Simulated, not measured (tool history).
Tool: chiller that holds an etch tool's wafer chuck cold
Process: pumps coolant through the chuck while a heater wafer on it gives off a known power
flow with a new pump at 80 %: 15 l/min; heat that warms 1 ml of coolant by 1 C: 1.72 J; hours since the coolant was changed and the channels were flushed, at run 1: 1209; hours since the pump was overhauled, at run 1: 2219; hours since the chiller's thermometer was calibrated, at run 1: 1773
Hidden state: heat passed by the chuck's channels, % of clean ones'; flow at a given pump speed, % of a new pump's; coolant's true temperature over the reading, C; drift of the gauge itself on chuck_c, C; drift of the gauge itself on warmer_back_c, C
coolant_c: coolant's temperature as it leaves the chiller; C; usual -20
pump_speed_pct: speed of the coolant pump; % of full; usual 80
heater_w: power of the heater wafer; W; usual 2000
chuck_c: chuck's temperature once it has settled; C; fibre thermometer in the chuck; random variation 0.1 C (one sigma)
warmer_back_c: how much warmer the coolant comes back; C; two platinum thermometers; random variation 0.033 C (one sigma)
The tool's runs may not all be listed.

run    hour  coolant_c  pump_speed_pct  heater_w  hours since the coolant was changed and the channels were flushed  hours since the pump was overhauled  hours since the chiller's thermometer was calibrated  chuck_c  warmer_back_c
  1     0.0        -20              80      2000                                                               1209                                 2219                                                  1773     -0.5           4.68
  2   138.3        -20              80      2000                                                               1347                                 2357                                                  1911     -0.8           4.67
  3   278.3        -20              80      2000                                                               1487                                 2497                                                  2051     -0.7           4.66
  4   383.8        -20              80      2000                                                               1592                                 2603                                                  2157     -0.7           4.62
  5   544.1        -20              80      2000                                                               1753                                 2763                                                  2317     -0.7           4.57
  6   662.2        -13              80      2000                                                               1871                                 2881                                                  2435      6.3           4.58
  7   730.7        -25              80      2000                                                               1939                                 2950                                                  2504     -5.7           4.55
  8   873.1        -25              80      2000                                                               2082                                 3092                                                  2646     -5.9           4.55
  9  1034.8        -20              80      2000                                                               2243                                 3254                                                  2808     -0.9           4.51
 10  1110.1        -20              80      2000                                                               2319                                 3329                                                  2883     -1.0           4.54
 11  1229.0        -20              80      2000                                                               2437                                 3448                                                  3002     -0.8           4.52
 12  1389.1        -20              80      2000                                                               2598                                 3608                                                  3162     -0.7           4.52
 13  1557.6        -20              80      2000                                                               2766                                 3777                                                  3331     -0.7           4.42
     1620.4  -- chiller's thermometer calibrated
 14  1707.0        -20              80      2000                                                               2915                                 3925                                                    87     -0.7           4.41
 15  1841.9        -20              80      2000                                                               3049                                 4060                                                   221     -0.7           4.41
 16  2002.0        -29              80      2000                                                               3209                                 4220                                                   382     -9.9           4.37
 17  2110.4        -29              80      2000                                                               3318                                 4329                                                   490     -9.8           4.45
 18  2223.6        -14              64      1689                                                               3431                                 4442                                                   603      4.4           4.54
 19  2386.3        -12              68      2000                                                               3594                                 4604                                                   766      8.9           5.10
     2478.6  -- coolant changed, channels flushed
 20  2479.5        -24              67      2555                                                                  1                                 4692                                                   853      3.1           6.64
     2521.8  -- gauge calibrated
 21  2616.6        -15              80      2000                                                                138                                 4829                                                   990      4.2           4.66
 22  2717.2        -27              80      1301                                                                239                                 4929                                                  1091    -14.5           2.99
 23  2863.7        -17              93      1811                                                                385                                 5076                                                  1237     -1.0           3.60
 24  2947.9        -23              93      1281                                                                469                                 5160                                                  1322    -11.6           2.58
 25  3106.6        -23              93      1281                                                                628                                 5319                                                  1480    -11.8           2.51
 26  3236.6        -14              93      1215                                                                758                                 5449                                                  1610     -3.4           2.33
 27  3400.8        -14              93      1215                                                                922                                 5613                                                  1774     -3.1           2.28
 28  3482.2        -13              80      2523                                                               1004                                 5694                                                  1856     11.1           5.74

Forecast run 29:
 29  3595.3        -20              80      2834                                                               1117                                 5807                                                  1969        ?              ?

{"run 29": {"chuck_c": 7.3, "warmer_back_c": 6.38}}
Without the tool's hidden state the same run would have given chuck_c 7.3 C, warmer_back_c 6.53 C.

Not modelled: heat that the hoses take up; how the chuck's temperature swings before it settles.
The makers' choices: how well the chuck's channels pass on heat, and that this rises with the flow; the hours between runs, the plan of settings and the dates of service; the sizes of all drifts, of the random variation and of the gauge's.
